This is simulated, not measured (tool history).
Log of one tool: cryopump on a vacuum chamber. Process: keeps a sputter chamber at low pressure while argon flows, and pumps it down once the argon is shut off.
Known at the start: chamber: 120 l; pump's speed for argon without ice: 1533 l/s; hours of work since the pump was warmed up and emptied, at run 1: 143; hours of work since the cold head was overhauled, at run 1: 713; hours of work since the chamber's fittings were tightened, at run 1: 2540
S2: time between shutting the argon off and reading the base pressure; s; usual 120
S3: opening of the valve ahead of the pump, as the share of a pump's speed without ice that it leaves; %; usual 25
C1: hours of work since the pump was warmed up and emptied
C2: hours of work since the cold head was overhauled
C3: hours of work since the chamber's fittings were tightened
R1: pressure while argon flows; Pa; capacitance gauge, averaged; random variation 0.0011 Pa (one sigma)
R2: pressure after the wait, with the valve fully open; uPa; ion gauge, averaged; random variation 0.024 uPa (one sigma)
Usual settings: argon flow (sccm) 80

run 1 hour=0 | argon_flow_(sccm)=80 S2=120 S3=25 | C1=143 C2=713 C3=2540 | R1=0.3554 R2=2.41
run 2 hour=45.6 | argon_flow_(sccm)=80 S2=134 S3=25 | C1=173 C2=743 C3=2570 | R1=0.3573 R2=2.31
run 3 hour=83.7 | argon_flow_(sccm)=80 S2=134 S3=25 | C1=198 C2=768 C3=2596 | R1=0.3582 R2=2.35
run 4 hour=128.9 | argon_flow_(sccm)=80 S2=134 S3=25 | C1=228 C2=798 C3=2625 | R1=0.359 R2=2.42
run 5 hour=167.2 | argon_flow_(sccm)=80 S2=134 S3=25 | C1=254 C2=823 C3=2651 | R1=0.3617 R2=2.45
run 6 hour=205.2 | argon_flow_(sccm)=80 S2=120 S3=47 | C1=279 C2=848 C3=2676 | R1=0.1946 R2=2.52
run 7 hour=231.5 | argon_flow_(sccm)=80 S2=120 S3=47 | C1=296 C2=866 C3=2693 | R1=0.1952 R2=2.53
run 8 hour=278.8 | argon_flow_(sccm)=80 S2=120 S3=25 | C1=327 C2=897 C3=2724 | R1=0.3612 R2=2.59
run 9 hour=323.9 | argon_flow_(sccm)=94 S2=283 S3=25 | C1=357 C2=927 C3=2754 | R1=0.4263 R2=2.2
run 10 hour=361.9 | argon_flow_(sccm)=83 S2=103 S3=25 | C1=382 C2=952 C3=2779 | R1=0.3771 R2=2.83
run 11 hour=405.9 | argon_flow_(sccm)=78 S2=103 S3=25 | C1=411 C2=981 C3=2808 | R1=0.3561 R2=2.85
run 12 hour=445.9 | argon_flow_(sccm)=45 S2=127 S3=17 | C1=438 C2=1007 C3=2835 | R1=0.2986 R2=2.72
run 13 hour=499.9 | argon_flow_(sccm)=45 S2=241 S3=19 | C1=473 C2=1043 C3=2871 | R1=0.2687 R2=2.48
run 14 hour=530 | argon_flow_(sccm)=45 S2=154 S3=19 | C1=493 C2=1063 C3=2890 | R1=0.2673 R2=2.73
run 15 hour=561.2 | argon_flow_(sccm)=80 S2=60 S3=25 | C1=514 C2=1083 C3=2911 | R1=0.3654 R2=3.48

3 ways to go on from here, each from the tool as it stands after run 15. What would each give?
-- hour=604.6 pump warmed up, emptied and cooled again
run A hour=609.4 | argon_flow_(sccm)=65 S2=60 S3=25 | C1=3 C2=1112 C3=2940 | R1=? R2=?
-- hour=604.6 pump warmed up, emptied and cooled again
run B hour=609.4 | argon_flow_(sccm)=133 S2=37 S3=25 | C1=3 C2=1112 C3=2940 | R1=? R2=?
-- hour=604.6 pump warmed up, emptied and cooled again
run C hour=609.4 | argon_flow_(sccm)=48 S2=237 S3=38 | C1=3 C2=1112 C3=2940 | R1=? R2=?

run=A R1=0.2867 R2=3.3
run=B R1=0.5902 R2=4.08
run=C R1=0.1394 R2=2.27
Without the tool's hidden state the same runs would have given:
run=A R1=0.2858 R2=1.58
run=B R1=0.5883 R2=2.37
run=C R1=0.1387 R2=0.54
